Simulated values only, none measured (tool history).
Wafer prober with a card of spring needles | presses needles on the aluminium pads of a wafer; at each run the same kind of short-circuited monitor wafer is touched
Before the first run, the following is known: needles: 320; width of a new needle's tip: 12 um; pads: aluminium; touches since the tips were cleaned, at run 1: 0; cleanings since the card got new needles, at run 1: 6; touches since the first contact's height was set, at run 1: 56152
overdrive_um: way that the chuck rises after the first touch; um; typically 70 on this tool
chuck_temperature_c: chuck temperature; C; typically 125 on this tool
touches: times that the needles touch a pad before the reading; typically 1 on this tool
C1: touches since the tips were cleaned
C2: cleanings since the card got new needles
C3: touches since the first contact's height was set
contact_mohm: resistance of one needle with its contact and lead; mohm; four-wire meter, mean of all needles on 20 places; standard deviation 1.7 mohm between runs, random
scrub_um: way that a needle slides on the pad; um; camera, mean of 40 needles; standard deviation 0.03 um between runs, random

run 1 hour=0.0 | overdrive_um=70 chuck_temperature_c=125 touches=1 | C1=0 C2=6 C3=56152 | contact_mohm=175 scrub_um=11.82
run 2 hour=8.1 | overdrive_um=70 chuck_temperature_c=125 touches=1 | C1=1271 C2=6 C3=57423 | contact_mohm=184 scrub_um=11.80
run 3 hour=18.9 | overdrive_um=70 chuck_temperature_c=125 touches=1 | C1=2974 C2=6 C3=59126 | contact_mohm=192 scrub_um=11.85
run 4 hour=33.2 | overdrive_um=70 chuck_temperature_c=125 touches=1 | C1=5223 C2=6 C3=61375 | contact_mohm=203 scrub_um=11.79
run 5 hour=46.3 | overdrive_um=70 chuck_temperature_c=125 touches=1 | C1=7293 C2=6 C3=63445 | contact_mohm=207 scrub_um=11.79
-- hour=53.3 tips cleaned on abrasive film
run 6 hour=55.9 | overdrive_um=70 chuck_temperature_c=26 touches=1 | C1=413 C2=7 C3=64936 | contact_mohm=162 scrub_um=11.78
run 7 hour=65.2 | overdrive_um=70 chuck_temperature_c=26 touches=1 | C1=1878 C2=7 C3=66401 | contact_mohm=174 scrub_um=11.83
run 8 hour=78.8 | overdrive_um=70 chuck_temperature_c=125 touches=3 | C1=4026 C2=7 C3=68549 | contact_mohm=181 scrub_um=11.80
run 9 hour=89.2 | overdrive_um=70 chuck_temperature_c=125 touches=3 | C1=5652 C2=7 C3=70175 | contact_mohm=182 scrub_um=11.79
-- hour=106.6 tips cleaned on abrasive film
run 10 hour=106.9 | overdrive_um=70 chuck_temperature_c=125 touches=3 | C1=46 C2=8 C3=72948 | contact_mohm=170 scrub_um=11.76
run 11 hour=122.0 | overdrive_um=62 chuck_temperature_c=125 touches=3 | C1=2431 C2=8 C3=75333 | contact_mohm=181 scrub_um=10.38
run 12 hour=135.3 | overdrive_um=62 chuck_temperature_c=125 touches=3 | C1=4522 C2=8 C3=77424 | contact_mohm=184 scrub_um=10.46
run 13 hour=142.9 | overdrive_um=70 chuck_temperature_c=125 touches=1 | C1=5726 C2=8 C3=78628 | contact_mohm=203 scrub_um=11.74
-- hour=159.6 tips cleaned on abrasive film
run 14 hour=159.6 | overdrive_um=70 chuck_temperature_c=57 touches=1 | C1=0 C2=9 C3=81228 | contact_mohm=165 scrub_um=11.83
run 15 hour=167.5 | overdrive_um=70 chuck_temperature_c=57 touches=1 | C1=1258 C2=9 C3=82486 | contact_mohm=173 scrub_um=11.71
run 16 hour=175.1 | overdrive_um=70 chuck_temperature_c=57 touches=1 | C1=2443 C2=9 C3=83671 | contact_mohm=182 scrub_um=11.75
run 17 hour=191.6 | overdrive_um=76 chuck_temperature_c=125 touches=1 | C1=5046 C2=9 C3=86274 | contact_mohm=200 scrub_um=12.71
run 18 hour=201.5 | overdrive_um=76 chuck_temperature_c=125 touches=1 | C1=6599 C2=9 C3=87827 | contact_mohm=200 scrub_um=12.72
-- hour=213.1 tips cleaned on abrasive film
run 19 hour=219.8 | overdrive_um=76 chuck_temperature_c=125 touches=1 | C1=1059 C2=10 C3=90706 | contact_mohm=181 scrub_um=12.74
run 20 hour=231.9 | overdrive_um=52 chuck_temperature_c=28 touches=1 | C1=2963 C2=10 C3=92610 | contact_mohm=197 scrub_um=8.66
run 21 hour=243.7 | overdrive_um=52 chuck_temperature_c=28 touches=1 | C1=4820 C2=10 C3=94467 | contact_mohm=211 scrub_um=8.65
run 22 hour=257.9 | overdrive_um=59 chuck_temperature_c=90 touches=1 | C1=7053 C2=10 C3=96700 | contact_mohm=212 scrub_um=9.82
-- hour=266.2 tips cleaned on abrasive film
run 23 hour=267.8 | overdrive_um=59 chuck_temperature_c=112 touches=3 | C1=250 C2=11 C3=98236 | contact_mohm=175 scrub_um=9.84
run 24 hour=277.0 | overdrive_um=76 chuck_temperature_c=112 touches=1 | C1=1696 C2=11 C3=99682 | contact_mohm=183 scrub_um=12.77
run 25 hour=289.6 | overdrive_um=76 chuck_temperature_c=112 touches=1 | C1=3681 C2=11 C3=101667 | contact_mohm=190 scrub_um=12.74
run 26 hour=301.6 | overdrive_um=70 chuck_temperature_c=125 touches=2 | C1=5579 C2=11 C3=103565 | contact_mohm=189 scrub_um=11.68
-- hour=303.1 height of the first contact set anew
run 27 hour=315.6 | overdrive_um=74 chuck_temperature_c=118 touches=2 | C1=7732 C2=11 C3=1967 | contact_mohm=192 scrub_um=12.26
-- hour=319.5 tips cleaned on abrasive film
run 28 hour=331.3 | overdrive_um=74 chuck_temperature_c=118 touches=2 | C1=1855 C2=12 C3=4430 | contact_mohm=177 scrub_um=12.18
run 29 hour=346.0 | overdrive_um=70 chuck_temperature_c=31 touches=3 | C1=4162 C2=12 C3=6737 | contact_mohm=168 scrub_um=11.49
run 30 hour=357.3 | overdrive_um=56 chuck_temperature_c=125 touches=3 | C1=5940 C2=12 C3=8515 | contact_mohm=193 scrub_um=9.10
run 31 hour=365.0 | overdrive_um=56 chuck_temperature_c=56 touches=2 | C1=7159 C2=12 C3=9734 | contact_mohm=199 scrub_um=9.15
-- hour=372.4 height of the first contact set anew, once more
-- hour=372.5 tips cleaned on abrasive film
run 32 hour=379.9 | overdrive_um=56 chuck_temperature_c=56 touches=1 | C1=1155 C2=13 C3=1155 | contact_mohm=180 scrub_um=9.54
run 33 hour=392.4 | overdrive_um=65 chuck_temperature_c=35 touches=1 | C1=3127 C2=13 C3=3127 | contact_mohm=185 scrub_um=11.08
run 34 hour=406.9 | overdrive_um=65 chuck_temperature_c=35 touches=1 | C1=5404 C2=13 C3=5404 | contact_mohm=196 scrub_um=10.99
run 35 hour=423.4 | overdrive_um=70 chuck_temperature_c=71 touches=2 | C1=8008 C2=13 C3=8008 | contact_mohm=182 scrub_um=11.88
-- hour=426.1 tips cleaned on abrasive film
run 36 hour=431.0 | overdrive_um=77 chuck_temperature_c=78 touches=1 | C1=776 C2=14 C3=9194 | contact_mohm=168 scrub_um=13.07

Predict each of these 3 candidate next runs independently; none follows another, all start after run 36:
run A hour=442.6 | overdrive_um=77 chuck_temperature_c=61 touches=1 | C1=2593 C2=14 C3=11011 | contact_mohm=? scrub_um=?
run B hour=442.6 | overdrive_um=77 chuck_temperature_c=92 touches=1 | C1=2593 C2=14 C3=11011 | contact_mohm=? scrub_um=?
run C hour=442.6 | overdrive_um=70 chuck_temperature_c=88 touches=2 | C1=2593 C2=14 C3=11011 | contact_mohm=? scrub_um=?

run=A contact_mohm=175 scrub_um=13.06
run=B contact_mohm=182 scrub_um=13.09
run=C contact_mohm=177 scrub_um=11.90
With no hidden state in the tool, these same runs would have given:
run=A contact_mohm=156 scrub_um=13.09
run=B contact_mohm=164 scrub_um=13.12
run=C contact_mohm=164 scrub_um=11.94

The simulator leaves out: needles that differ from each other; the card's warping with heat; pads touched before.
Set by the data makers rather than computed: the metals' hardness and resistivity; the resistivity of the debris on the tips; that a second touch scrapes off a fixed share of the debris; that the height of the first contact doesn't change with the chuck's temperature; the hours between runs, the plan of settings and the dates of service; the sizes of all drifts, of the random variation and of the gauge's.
